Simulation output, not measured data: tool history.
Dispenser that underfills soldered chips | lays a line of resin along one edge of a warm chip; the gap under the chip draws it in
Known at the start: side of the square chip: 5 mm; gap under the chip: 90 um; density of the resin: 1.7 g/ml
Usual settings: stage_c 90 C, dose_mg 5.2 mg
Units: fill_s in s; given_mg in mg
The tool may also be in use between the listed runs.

run    day  stage_c  dose_mg  fill_s  given_mg
  1      0       90      5.2    15.7      5.02
  2  0.117       90      5.2      17         5
  3  0.196       90      5.2    18.1      4.99
  4  0.308       90      5.2    19.9      5.02
  5  0.488       90      5.2    13.2      5.01
  6  0.608       90      5.2    14.5      4.99
  7  0.796       90      5.2    16.5      4.98
  8  0.971      100     5.77    13.3      5.54
  9  1.138      105      4.9    13.1      4.68
 10  1.258       76     4.67    22.8      4.48
 11  1.467       76     4.67    24.5      4.68
 12  1.642       78     6.79    24.7       6.8
 13  1.733       78     6.79    26.8      6.77

Taken out of this log: 3 entries between the listed runs. Where each belongs, and how the hidden state differs across it:
Between runs 4 and 5: new syringe of resin (day 0.45)
  resin's viscosity, % of fresh resin's: 155.9 -> 105.2; dose that the valve gives, % of what is set: 96.29 -> 96.2; true chip temperature over the reading, C: 0.13 -> 0.1
  measured less the result without the state, fill_s: +7.1 -> +0.7 s; given_mg: -0.19 -> -0.2 mg
Between runs 9 and 10: new syringe of resin (day 1.208)
  resin's viscosity, % of fresh resin's: 170.8 -> 104.1; dose that the valve gives, % of what is set: 95.87 -> 95.81; true chip temperature over the reading, C: 0.02 -> 0.01
  measured less the result without the state, fill_s: +5.5 -> +1.3 s; given_mg: -0.2 -> -0.19 mg
Between runs 10 and 11: dispensing valve cleaned and set on the balance (day 1.433)
  resin's viscosity, % of fresh resin's: 104.1 -> 117.7; dose that the valve gives, % of what is set: 95.81 -> 100.09; true chip temperature over the reading, C: 0.01 -> -0.01
  measured less the result without the state, fill_s: +1.3 -> +3.7 s; given_mg: -0.19 -> +0 mg
